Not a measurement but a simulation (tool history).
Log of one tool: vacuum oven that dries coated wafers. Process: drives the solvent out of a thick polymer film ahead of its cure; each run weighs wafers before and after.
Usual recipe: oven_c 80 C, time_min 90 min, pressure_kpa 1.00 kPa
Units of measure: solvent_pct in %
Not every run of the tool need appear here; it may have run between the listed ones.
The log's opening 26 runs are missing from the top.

Run 27, hour 1346.2: usual settings but oven_c 94 C, time_min 158 min, pressure_kpa 1.36 kPa. Result: solvent_pct 0.28 %.
Run 28, hour 1405.8: usual settings but time_min 87 min. Result: solvent_pct 1.39 %.
Run 29, hour 1472.8: usual settings but oven_c 69 C, time_min 140 min, pressure_kpa 2.89 kPa. Result: solvent_pct 2.59 %.
Run 30, hour 1531.3: usual settings but oven_c 69 C, time_min 140 min, pressure_kpa 2.89 kPa. Result: solvent_pct 2.58 %.
Run 31, hour 1586.3: usual settings but time_min 122 min, pressure_kpa 0.68 kPa. Result: solvent_pct 0.68 %.
Run 32, hour 1631.0: usual settings but time_min 88 min. Result: solvent_pct 1.43 %.
Run 33, hour 1665.9: usual settings but oven_c 82 C, time_min 80 min, pressure_kpa 3.51 kPa. Result: solvent_pct 2.10 %.
Run 34, hour 1704.7: usual settings but oven_c 72 C, time_min 85 min, pressure_kpa 0.67 kPa. Result: solvent_pct 2.60 %.
Run 35, hour 1746.0: usual settings but oven_c 72 C, time_min 85 min, pressure_kpa 1.76 kPa. Result: solvent_pct 3.04 %.
Run 36, hour 1809.8: usual settings but oven_c 93 C, time_min 116 min, pressure_kpa 3.88 kPa. Result: solvent_pct 0.85 %.
Run 37, hour 1864.8: usual settings but oven_c 73 C, time_min 107 min, pressure_kpa 1.06 kPa. Result: solvent_pct 1.93 %.
Run 38, hour 1894.7: usual settings but oven_c 68 C, time_min 107 min, pressure_kpa 1.99 kPa. Result: solvent_pct 3.16 %.
At hour 1911.5: vacuum gauge cleaned of residue and calibrated.
Run 39, hour 1963.2: usual settings but oven_c 70 C, time_min 114 min, pressure_kpa 2.69 kPa. Result: solvent_pct 2.89 %.
Run 40, hour 1997.3: usual settings but oven_c 70 C, time_min 114 min, pressure_kpa 3.99 kPa. Result: solvent_pct 3.34 %.
Run 41, hour 2049.2: usual settings but oven_c 73 C, time_min 45 min, pressure_kpa 0.80 kPa. Result: solvent_pct 4.77 %.
Run 42, hour 2104.7: usual settings but oven_c 73 C, time_min 47 min, pressure_kpa 0.80 kPa. Result: solvent_pct 4.56 %.
Run 43, hour 2146.1: usual settings but time_min 57 min, pressure_kpa 3.29 kPa. Result: solvent_pct 3.26 %.
Run 44, hour 2183.9: usual settings but oven_c 82 C, time_min 57 min, pressure_kpa 1.51 kPa. Result: solvent_pct 2.44 %.
Run 45, hour 2229.3: usual settings but oven_c 82 C, time_min 57 min, pressure_kpa 1.51 kPa. Result: solvent_pct 2.37 %.
Run 46, hour 2259.4: usual settings but pressure_kpa 0.68 kPa. Result: solvent_pct 1.25 %.
Run 47, hour 2314.8: usual settings but pressure_kpa 0.68 kPa. Result: solvent_pct 1.20 %.
Run 48, hour 2378.7: usual settings but time_min 64 min, pressure_kpa 3.03 kPa. Result: solvent_pct 2.81 %.

Branching from run 48: 3 alternative next runs. What would each branch give?
Run A, hour 2412.9: usual settings but oven_c 74 C, pressure_kpa 3.47 kPa. Result: solvent_pct ?.
Run B, hour 2412.9: usual settings but oven_c 67 C, time_min 76 min. Result: solvent_pct ?.
Run C, hour 2412.9: usual settings but oven_c 81 C, time_min 56 min, pressure_kpa 0.87 kPa. Result: solvent_pct ?.

run  solvent_pct
  A         3.08
  B         4.09
  C         2.51
With no hidden state in the tool, these same runs would have given:
run  solvent_pct
  A         2.90
  B         3.89
  C         2.35
